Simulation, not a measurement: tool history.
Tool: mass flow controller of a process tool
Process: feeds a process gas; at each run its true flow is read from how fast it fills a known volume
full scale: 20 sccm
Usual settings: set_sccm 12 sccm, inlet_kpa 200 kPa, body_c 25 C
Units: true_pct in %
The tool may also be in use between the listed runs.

run    hour  set_sccm  inlet_kpa  body_c  true_pct
  1       0        12        200      25     99.28
  2   437.9        12        200      25     99.18
  3   825.6        12        200      25     99.23
  4  1149.3        12        200      25     99.32
  5  1490.2        12        200      25     99.15
  6  1740.1        12        200      25     99.41
  7  2193.9        12        265      25     99.83
  8  2651.5        12        265      25     99.75
  9  3089.2        12        265      25     99.79
 10  3305.2        12        265      25     99.79
 11  3637.9        12        148      25     98.88
 12  3899.8        12        148      39     99.28
 13  4330.1        12        148      39     99.16
 14  4579.7        12        148      39     99.23
 15  4928.7        12        200      25     99.35
 16  5390.6        12        200      27     99.39
 17  5648.8        12        200      27     99.53
 18  5978.5        12        200      27     99.42
 19  6316.8         5        151      23    100.66
 20  6675.8         5        226      30    101.54
 21  6926.3        10        200      20     99.43
       7207  -- controller's zero set anew
 22  7234.5        10        200      20     96.96
 23  7617.8        10        187      22     96.94
 24  7828.2        10        179      33        97
 25  8156.4         7        244      25     97.07
 26  8419.6         7        244      25     97.06

Forecast run 27:
 27  8783         5        146      21         ?

true_pct: 96.3 %
Without the tool's hidden state the same run would have given true_pct 97.3 %.
